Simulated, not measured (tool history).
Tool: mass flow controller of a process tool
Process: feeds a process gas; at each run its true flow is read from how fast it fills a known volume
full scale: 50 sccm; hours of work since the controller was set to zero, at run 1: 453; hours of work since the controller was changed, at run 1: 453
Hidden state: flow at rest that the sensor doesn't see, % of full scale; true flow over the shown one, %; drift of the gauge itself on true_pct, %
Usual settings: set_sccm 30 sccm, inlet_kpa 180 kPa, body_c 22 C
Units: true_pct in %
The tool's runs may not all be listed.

run   hour  set_sccm  inlet_kpa  body_c  hours of work since the controller was set to zero  hours of work since the controller was changed  true_pct
  1      0        30        180      22                                                 453                                             453     99.33
  2   46.3        35        180      22                                                 468                                             468      99.4
  3  104.4        30        180      37                                                 488                                             488    101.05
  4  176.1        30        180      37                                                 512                                             512    101.06
  5  224.3        30        229      22                                                 529                                             529     99.86
  6  300.1        30        180      24                                                 554                                             554     99.71
  7  337.2         5        238      39                                                 567                                             567    102.44
  8  376.7        14        214      39                                                 580                                             580    101.64
     381.1  -- controller's zero set anew
  9  445.6         5        178      24                                                  22                                             603    100.86
 10  498.2        24        150      22                                                  40                                             621     99.31
 11  561.6        24        150      22                                                  61                                             643     99.25

4 ways to go on from here, each from the tool as it stands after run 11. What would each give?
  A   593        44        270      24                                                  72                                             653         ?
  B   593        42        180      22                                                  72                                             653         ?
  C   593        24        169      22                                                  72                                             653         ?
  D   593        14        269      22                                                  72                                             653         ?

run  true_pct
  A    100.25
  B     99.37
  C     99.38
  D    100.33
Without the tool's hidden state the same runs would have given:
run  true_pct
  A    100.26
  B     99.37
  C     99.24
  D     99.96
